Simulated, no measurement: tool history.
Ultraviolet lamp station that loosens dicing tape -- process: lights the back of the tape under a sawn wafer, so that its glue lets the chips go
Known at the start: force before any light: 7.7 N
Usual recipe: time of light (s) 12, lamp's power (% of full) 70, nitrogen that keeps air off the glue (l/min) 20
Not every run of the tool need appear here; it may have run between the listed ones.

run     day  time of light (s)  lamp's power (% of full)  nitrogen that keeps air off the glue (l/min)  force that peels the tape off (N)  light that reached the tape (mJ/cm2)
  1       0                 12                        70                                            20                              0.376                                   244
  2   1.062                 12                        70                                            33                              0.281                                   242
  3   1.925                 12                        70                                            33                               0.29                                   244
  4   2.671                 12                        70                                            33                              0.296                                   243
  5   3.542                 12                        70                                            33                              0.303                                   236
  6   4.292                 12                        70                                            33                              0.297                                   236
  7   5.212                 12                        65                                            33                              0.356                                   216
  8   6.196                 12                        99                                            33                              0.203                                   328
  9   7.229                 12                        99                                            33                              0.185                                   321
 10   7.858                 12                        70                                            20                              0.456                                   229
 11   8.371                 16                        70                                            20                              0.265                                   305
 12   9.533                 12                        70                                            20                              0.501                                   223
 13  10.525                 12                        69                                            20                              0.488                                   215
 14  11.133                 12                        69                                            20                              0.523                                   214
 15  11.896                 12                        61                                            20                              0.679                                   189
 16  12.717                 12                        61                                            30                              0.528                                   192
 17  13.446                 12                        70                                            29                              0.402                                   209
 18  14.579                 12                        70                                            29                              0.414                                   210
 19  15.429                 12                        66                                            20                              0.622                                   193
 20  16.512                 12                        70                                            20                              0.564                                   207
 21  17.267                 22                        73                                            20                              0.187                                   396
 22  18.154                 22                        73                                            20                               0.19                                   385
 23  18.688                 22                        73                                            20                              0.198                                   382
 24  19.675                 22                        73                                            20                              0.182                                   373
 25  20.858                 20                        69                                             8                              0.471                                   323
 26  22.079                 20                        69                                             8                              0.503                                   317
 27  22.638                 20                        69                                             8                              0.501                                   316
 28  23.183                  7                        83                                            10                              1.974                                   131
 29  23.896                 14                        83                                            22                              0.323                                   260
 30   24.95                  7                        70                                            10                              2.524                                   111
 31  26.154                 15                        93                                            20                              0.258                                   301
 32  26.958                 21                        70                                            19                              0.241                                   321
 33  27.758                  7                        80                                             7                              2.558                                   118
     27.967  -- window cleaned of glue's vapour
     28.375  -- lamp changed
 34  28.446                  7                        80                                             7                               1.55                                   183
 35  29.379                 17                        70                                            20                              0.193                                   381
 36  30.117                 18                        67                                            19                              0.196                                   379
 37  30.658                 12                        95                                            13                              0.262                                   359
 38  31.229                  6                        70                                            22                              1.244                                   130
 39   32.25                  9                        72                                             6                              1.411                                   204

Consider 3 possible next runs. They are alternatives, not a sequence: every one starts from the tool as it was left by run 39. What does each give?
  A  33.092                  7                        61                                             6                                  ?                                     ?
  B  33.092                 15                        70                                            28                                  ?                                     ?
  C  33.092                 12                        79                                            20                                  ?                                     ?

run  force that peels the tape off (N)  light that reached the tape (mJ/cm2)
  A                              2.557                                   132
  B                              0.208                                   326
  C                              0.278                                   289
Had the tool no hidden state, the same runs would have come out as:
run  force that peels the tape off (N)  light that reached the tape (mJ/cm2)
  A                              2.372                                   141
  B                              0.194                                   349
  C                              0.248                                   309
